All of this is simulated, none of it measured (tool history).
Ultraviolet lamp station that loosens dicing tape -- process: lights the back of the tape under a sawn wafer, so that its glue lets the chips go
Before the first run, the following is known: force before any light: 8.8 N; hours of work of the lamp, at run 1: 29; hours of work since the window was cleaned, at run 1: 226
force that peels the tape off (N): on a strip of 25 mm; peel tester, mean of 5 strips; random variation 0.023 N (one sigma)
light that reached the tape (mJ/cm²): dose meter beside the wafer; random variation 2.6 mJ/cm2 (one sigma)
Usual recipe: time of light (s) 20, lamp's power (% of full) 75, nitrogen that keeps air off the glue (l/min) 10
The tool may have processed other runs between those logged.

run,hour,time of light (s),lamp's power (% of full),nitrogen that keeps air off the glue (l/min),hours of work of the lamp,hours of work since the window was cleaned,force that peels the tape off (N),light that reached the tape (mJ/cm²)
1,0,20,75,10,29,226,1.418,298
2,86,20,76,10,97,293,1.503,288
3,162.5,20,76,10,157,354,1.588,272
# hour 178.1: window cleaned of glue's vapour
4,235,20,76,10,214,45,1.956,241
5,276.1,20,75,10,246,77,2.138,228
6,361.3,20,75,10,314,145,2.352,215
7,451.1,11,75,10,385,216,4.276,112
8,493,11,75,10,418,249,4.461,111
# hour 576.2: window cleaned of glue's vapour, once more
9,581.7,11,75,10,487,4,3.516,146
10,635.7,11,75,10,530,47,3.669,140
11,692.5,20,75,19,575,92,1.29,240
12,771,20,75,10,637,154,2.157,233
13,843.6,20,75,10,694,211,2.171,220
14,905.6,20,75,7,743,260,2.879,209
15,970.3,20,75,7,794,311,2.939,203
16,1019.5,20,75,7,833,350,3.066,194
# hour 1038: window cleaned of glue's vapour
17,1089.2,20,75,7,887,40,2.918,203
18,1152.1,20,75,7,937,90,3.001,198
# hour 1163.1: lamp changed
19,1242.5,20,75,7,63,161,1.68,306
20,1285.9,20,75,7,97,195,1.804,302
21,1345.1,20,75,7,144,242,1.873,288
22,1419.7,20,78,5,203,301,2.394,287
# hour 1500.4: window cleaned of glue's vapour
23,1510.4,20,79,6,274,8,1.821,310
24,1570.4,20,79,6,321,55,2.011,295
25,1624.2,20,79,6,364,98,2.064,286
26,1662.8,20,79,6,394,128,2.196,280
27,1711.9,38,60,4,433,167,1.718,392
28,1769.7,26,76,4,478,213,2.258,328
29,1856.8,20,75,8,547,281,2.315,236
30,1911.1,20,75,7,590,324,2.549,230
# hour 1961.5: window cleaned of glue's vapour
31,1971.6,20,75,7,637,8,2.342,247

Predict each of these 5 candidate next runs independently; none follows another, all start after run 31:
A,2019.8,20,95,10,675,46,?,?
B,2019.8,38,88,6,675,46,?,?
C,2019.8,28,84,7,675,46,?,?
D,2019.8,14,86,8,675,46,?,?
E,2019.8,40,87,10,675,46,?,?

run,force that peels the tape off (N),light that reached the tape (mJ/cm²)
A,1.383,303
B,0.683,534
C,1.232,380
D,3.007,192
E,0.351,558
Without the tool's hidden state the same runs would have given:
run,force that peels the tape off (N),light that reached the tape (mJ/cm²)
A,0.705,420
B,0.3,742
C,0.605,527
D,1.983,267
E,0.164,777
